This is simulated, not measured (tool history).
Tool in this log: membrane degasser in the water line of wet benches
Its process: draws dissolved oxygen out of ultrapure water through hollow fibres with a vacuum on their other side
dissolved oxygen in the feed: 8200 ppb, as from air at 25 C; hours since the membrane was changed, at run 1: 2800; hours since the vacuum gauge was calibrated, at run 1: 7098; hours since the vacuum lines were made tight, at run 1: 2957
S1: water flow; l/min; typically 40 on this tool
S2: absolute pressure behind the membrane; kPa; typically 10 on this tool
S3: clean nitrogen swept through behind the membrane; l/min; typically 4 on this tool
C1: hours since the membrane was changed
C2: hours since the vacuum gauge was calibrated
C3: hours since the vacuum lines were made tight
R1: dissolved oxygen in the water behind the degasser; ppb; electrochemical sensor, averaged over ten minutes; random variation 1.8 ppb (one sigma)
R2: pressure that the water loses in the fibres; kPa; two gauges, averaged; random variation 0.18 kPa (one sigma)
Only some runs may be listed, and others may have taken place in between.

Run 1, hour 0: usual settings; C1 2800; C2 7098; C3 2957. Result: R1 190.3 ppb, R2 34.23 kPa.
Run 2, hour 100.8: usual settings; C1 2901; C2 7199; C3 3058. Result: R1 192.1 ppb, R2 34.41 kPa.
Run 3, hour 176.4: usual settings; C1 2976; C2 7274; C3 3134. Result: R1 191.9 ppb, R2 34.46 kPa.
Run 4, hour 285.3: usual settings; C1 3085; C2 7383; C3 3242. Result: R1 193.8 ppb, R2 34.34 kPa.
Run 5, hour 336.9: usual settings; C1 3137; C2 7435; C3 3294. Result: R1 191.7 ppb, R2 34.06 kPa.
At hour 378.6: vacuum gauge calibrated.
Run 6, hour 416.1: usual settings; C1 3216; C2 38; C3 3373. Result: R1 198.1 ppb, R2 34.66 kPa.
Run 7, hour 522.2: usual settings; C1 3322; C2 144; C3 3479. Result: R1 193.8 ppb, R2 34.46 kPa.
Run 8, hour 592.5: usual settings; C1 3392; C2 214; C3 3549. Result: R1 194.1 ppb, R2 34.38 kPa.
Run 9, hour 653.6: usual settings; C1 3453; C2 275; C3 3610. Result: R1 197.1 ppb, R2 34.45 kPa.
At hour 715.1: vacuum gauge calibrated, once more.
Run 10, hour 732.4: usual settings; C1 3531; C2 17; C3 3689. Result: R1 184.1 ppb, R2 34.67 kPa.
Run 11, hour 828.9: usual settings; C1 3628; C2 114; C3 3785. Result: R1 186.5 ppb, R2 34.66 kPa.
Run 12, hour 903.7: usual settings; C1 3703; C2 189; C3 3860. Result: R1 186.8 ppb, R2 34.59 kPa.
Run 13, hour 1007.9: usual settings; C1 3807; C2 293; C3 3964. Result: R1 187.5 ppb, R2 34.78 kPa.
Run 14, hour 1121.6: usual settings but S2 20.8 kPa, S3 1.77 l/min; C1 3920; C2 406; C3 4078. Result: R1 828 ppb, R2 34.77 kPa.
Run 15, hour 1219.3: usual settings but S2 8.3 kPa, S3 5.18 l/min; C1 4018; C2 504; C3 4176. Result: R1 122 ppb, R2 34.95 kPa.
Run 16, hour 1317.7: usual settings but S2 8.3 kPa, S3 5.18 l/min; C1 4117; C2 603; C3 4274. Result: R1 123.2 ppb, R2 34.55 kPa.
Run 17, hour 1388.2: usual settings but S2 14.7 kPa, S3 2.71 l/min; C1 4187; C2 673; C3 4344. Result: R1 405.6 ppb, R2 34.51 kPa.
Run 18, hour 1447.4: usual settings but S1 54 l/min, S2 11.3 kPa, S3 6.26 l/min; C1 4246; C2 732; C3 4404. Result: R1 250.4 ppb, R2 46.99 kPa.
Run 19, hour 1512: usual settings but S1 36 l/min, S2 18.2 kPa; C1 4311; C2 797; C3 4468. Result: R1 327.2 ppb, R2 31.38 kPa.
Run 20, hour 1595: usual settings but S1 45 l/min, S2 18.2 kPa; C1 4394; C2 880; C3 4551. Result: R1 424.2 ppb, R2 39.28 kPa.
Run 21, hour 1707.6: usual settings but S1 57 l/min; C1 4507; C2 992; C3 4664. Result: R1 325.9 ppb, R2 49.37 kPa.
Run 22, hour 1817.3: usual settings but S2 6.3 kPa, S3 3.42 l/min; C1 4616; C2 1102; C3 4773. Result: R1 116.8 ppb, R2 34.63 kPa.

For some of the steps in R1 from one run to the next: how much would appear even if the tool had no hidden state, given the settings, what came in and random variation, and how much remains for the hidden state plus any gauge scatter that the measured result and the result without hidden state don't share?
The tool's hidden condition here consists of: membrane still open, %; true pressure behind the membrane over the reading, kPa; air that leaks in behind the membrane, l/min; drift of the gauge itself on oxygen_ppb, %; drift of the gauge itself on loss_of_pressure_kpa, %.
Run 9 -> 10: vacuum gauge calibrated, once more. R1 -13 ppb: hidden state -9.9, all else -3.1.
Run 13 -> 14: S2 10 -> 20.8, S3 4 -> 1.77. R1 +640.5 ppb: hidden state +2.3, all else +638.2.
Run 14 -> 15: S2 20.8 -> 8.3, S3 1.77 -> 5.18. R1 -706 ppb: hidden state -2.2, all else -703.8.
Run 21 -> 22: S1 57 -> 40, S2 10 -> 6.3, S3 4 -> 3.42. R1 -209.1 ppb: hidden state -7.9, all else -201.2.
